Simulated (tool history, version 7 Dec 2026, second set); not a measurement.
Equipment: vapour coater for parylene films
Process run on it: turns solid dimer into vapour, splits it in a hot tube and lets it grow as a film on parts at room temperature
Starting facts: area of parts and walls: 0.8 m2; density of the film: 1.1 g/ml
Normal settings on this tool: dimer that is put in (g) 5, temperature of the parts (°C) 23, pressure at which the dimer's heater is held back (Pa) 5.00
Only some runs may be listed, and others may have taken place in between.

| run | hour | dimer that is put in (g) | temperature of the parts (°C) | pressure at which the dimer's heater is held back (Pa) | thickness of the film (nm) |
|---|---|---|---|---|---|
| 1 | 0.0 | 5 | 23 | 5.00 | 4010 |
| 2 | 20.0 | 5 | 23 | 5.00 | 3990 |
| 3 | 41.5 | 5 | 23 | 5.00 | 3980 |
| 4 | 75.5 | 5 | 23 | 5.00 | 4000 |
| 5 | 108.1 | 5 | 23 | 5.00 | 3960 |
| 6 | 129.7 | 5 | 23 | 5.00 | 3940 |
| 7 | 153.8 | 5 | 23 | 5.00 | 3910 |
| 8 | 195.7 | 5 | 23 | 5.00 | 3920 |
| 9 | 218.5 | 5 | 17 | 5.00 | 4300 |
| 10 | 257.0 | 8 | 23 | 5.00 | 6180 |
| 11 | 281.7 | 8 | 23 | 5.00 | 6270 |
| 12 | 325.5 | 8 | 23 | 5.00 | 6190 |
| 13 | 344.9 | 8 | 23 | 5.00 | 6180 |
| 14 | 377.2 | 5 | 26 | 5.00 | 3670 |
| 15 | 405.1 | 5 | 23 | 5.00 | 3820 |
| 16 | 444.1 | 5 | 23 | 4.51 | 3870 |
| 17 | 480.1 | 5 | 23 | 4.51 | 3860 |
| 18 | 521.1 | 5 | 23 | 4.51 | 3880 |
| 19 | 553.2 | 5 | 23 | 4.51 | 3830 |
|  | 557.2 | table's thermometer calibrated |
| 20 | 573.2 | 5 | 23 | 4.51 | 3880 |
| 21 | 601.0 | 5 | 23 | 4.51 | 3860 |
| 22 | 635.1 | 5 | 29 | 10.49 | 3010 |
| 23 | 665.6 | 8 | 18 | 10.49 | 5690 |

The next listed run, before its measurement:
|  | 675.6 | table's thermometer calibrated, once more |
| 24 | 709.9 | 5 | 21 | 4.51 | ? |

Run 24 came out at thickness of the film (nm) 3880.
Without the tool's hidden state the same run would have given thickness of the film (nm) 4230.

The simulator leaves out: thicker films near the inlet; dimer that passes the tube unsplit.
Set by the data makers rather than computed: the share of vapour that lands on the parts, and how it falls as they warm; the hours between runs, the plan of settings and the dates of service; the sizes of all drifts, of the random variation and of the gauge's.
